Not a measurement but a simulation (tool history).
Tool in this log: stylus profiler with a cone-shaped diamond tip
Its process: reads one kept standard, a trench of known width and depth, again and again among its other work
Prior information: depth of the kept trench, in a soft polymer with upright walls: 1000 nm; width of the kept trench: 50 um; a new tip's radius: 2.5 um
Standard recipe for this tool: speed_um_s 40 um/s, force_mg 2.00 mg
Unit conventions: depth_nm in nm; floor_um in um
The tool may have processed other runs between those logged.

run,hour,speed_um_s,force_mg,depth_nm,floor_um
1,0.0,40,2.00,1005.41,45.01
2,61.9,40,2.00,1005.02,44.96
3,104.5,40,2.00,1005.05,44.99
4,166.1,40,0.73,1000.42,44.79
5,235.3,40,2.63,1006.81,44.94
6,305.0,40,2.63,1006.53,45.03
7,352.7,40,2.63,1006.62,44.90
8,425.2,40,2.63,1006.00,44.97
9,500.1,12,2.00,1004.62,45.07
10,552.5,40,2.00,1004.10,44.87
11,619.0,40,2.00,1004.18,44.83
12,655.6,40,2.00,1003.82,44.84
13,688.4,40,2.00,1003.54,44.83
14,751.3,40,2.73,1005.78,44.82
15,825.6,40,2.73,1005.37,44.79
16,889.6,40,2.36,1004.36,44.80
17,965.2,40,4.67,1010.16,44.76
18,1006.1,53,2.00,1003.06,44.60
19,1057.9,53,2.00,1002.82,44.63
# hour 1062.9: height scale calibrated on a step standard
20,1127.6,40,2.00,1000.28,44.69
21,1188.8,40,2.00,1000.44,44.67
22,1246.0,40,5.33,1008.61,44.73
23,1309.3,17,2.00,1000.27,44.80
24,1387.8,40,0.69,995.49,44.42
# hour 1431.9: height scale calibrated on a step standard, once more
25,1431.9,103,3.80,1014.44,44.37
26,1498.6,14,1.59,1007.59,44.72
27,1573.8,158,3.91,1014.04,44.03
28,1649.6,78,5.30,1017.35,44.49
29,1700.1,53,0.71,1004.40,44.18
30,1732.9,57,1.58,1007.76,44.31
31,1779.0,30,3.50,1012.82,44.70
32,1823.9,18,5.71,1017.65,44.65
33,1871.0,10,1.67,1006.91,44.70
34,1931.2,40,2.47,1009.61,44.49
35,1980.1,13,2.00,1008.14,44.64
36,2044.7,107,0.87,1004.04,43.53
37,2091.1,34,2.04,1008.14,44.47
38,2152.3,34,4.90,1015.14,44.54
39,2204.4,34,1.56,1006.07,44.35
40,2280.4,32,1.78,1006.36,44.35
41,2315.8,113,2.00,1007.43,43.80
42,2349.2,106,2.00,1007.37,43.88
43,2388.8,78,1.21,1004.45,43.88
44,2440.9,78,1.21,1004.20,43.87
45,2482.6,78,1.21,1004.58,43.88
46,2519.2,149,2.78,1009.64,43.66

Forecast each of these 4 alternatives for the next run:
A,2563.0,18,0.77,?,?
B,2563.0,149,1.48,?,?
C,2563.0,128,3.49,?,?
D,2563.0,19,0.76,?,?

run,depth_nm,floor_um
A,1002.93,44.32
B,1005.00,43.32
C,1011.21,43.89
D,1002.05,44.32
With the hidden condition removed and each run's random variation left untouched, the same runs would have given:
run,depth_nm,floor_um
A,1005.24,45.76
B,1007.32,44.76
C,1013.54,45.32
D,1004.36,45.76
